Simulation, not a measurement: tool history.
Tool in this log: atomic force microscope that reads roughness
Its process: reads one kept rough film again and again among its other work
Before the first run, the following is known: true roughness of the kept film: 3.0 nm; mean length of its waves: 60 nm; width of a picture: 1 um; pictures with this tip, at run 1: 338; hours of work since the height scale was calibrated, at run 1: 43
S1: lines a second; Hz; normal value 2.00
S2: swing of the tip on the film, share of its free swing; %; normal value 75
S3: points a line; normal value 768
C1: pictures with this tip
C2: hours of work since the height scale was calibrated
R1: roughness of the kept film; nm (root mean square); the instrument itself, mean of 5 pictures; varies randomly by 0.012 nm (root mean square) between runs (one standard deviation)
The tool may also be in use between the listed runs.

run	hour	S1	S2	S3	C1	C2	R1
1	0.0	2.00	75	768	338	43	2.545
# hour 13.1: new tip fitted
2	18.4	2.00	75	768	13	56	2.737
3	27.8	1.53	75	768	38	63	2.765
4	40.6	2.00	75	420	70	72	2.690
5	50.5	2.00	75	420	95	79	2.685
6	61.7	2.00	75	420	124	88	2.656
7	81.0	2.00	75	420	173	102	2.641
8	95.6	2.00	60	768	211	113	2.699
9	105.7	2.00	60	768	237	120	2.698
10	116.6	2.00	60	768	264	128	2.658
11	125.3	2.00	61	768	287	134	2.648
12	142.6	2.00	61	768	331	147	2.646
# hour 158.7: new tip fitted
13	162.7	2.00	87	768	10	162	2.624
14	179.2	2.00	75	768	52	174	2.713
15	194.4	2.00	75	768	91	185	2.702
16	206.4	2.00	55	768	122	194	2.766
17	223.9	2.00	75	768	166	207	2.644
18	238.1	2.00	75	768	203	217	2.604
19	254.3	2.00	75	768	244	229	2.595
20	263.9	2.00	75	768	269	236	2.586
21	274.8	0.64	76	802	297	244	2.647
22	285.1	1.90	90	768	323	252	2.421
23	294.4	1.90	90	768	347	259	2.407
# hour 304.3: new tip fitted
24	305.1	0.75	57	445	2	266	2.886
25	321.5	0.75	57	445	44	278	2.854
26	333.7	0.75	68	869	75	287	2.811
27	343.9	0.75	68	869	101	295	2.802
28	359.2	2.00	55	712	140	306	2.775
29	370.7	2.00	73	484	169	315	2.663
30	381.9	2.00	73	484	198	323	2.645
31	393.0	0.57	82	274	226	331	2.701
32	411.3	0.57	82	495	273	345	2.676
33	423.2	0.57	82	495	304	353	2.668
34	434.6	2.24	77	495	333	362	2.509
35	445.9	1.64	62	391	362	370	2.616
# hour 450.5: new tip fitted
36	458.9	1.64	62	391	21	379	2.824
37	478.0	1.05	71	391	70	393	2.790

What will run 38 give?
38	489.7	0.81	77	768	100	402	?

R1: 2.773 nm (root mean square)
Had the tool carried no hidden state, the very same run would have given R1 2.827 nm (root mean square).
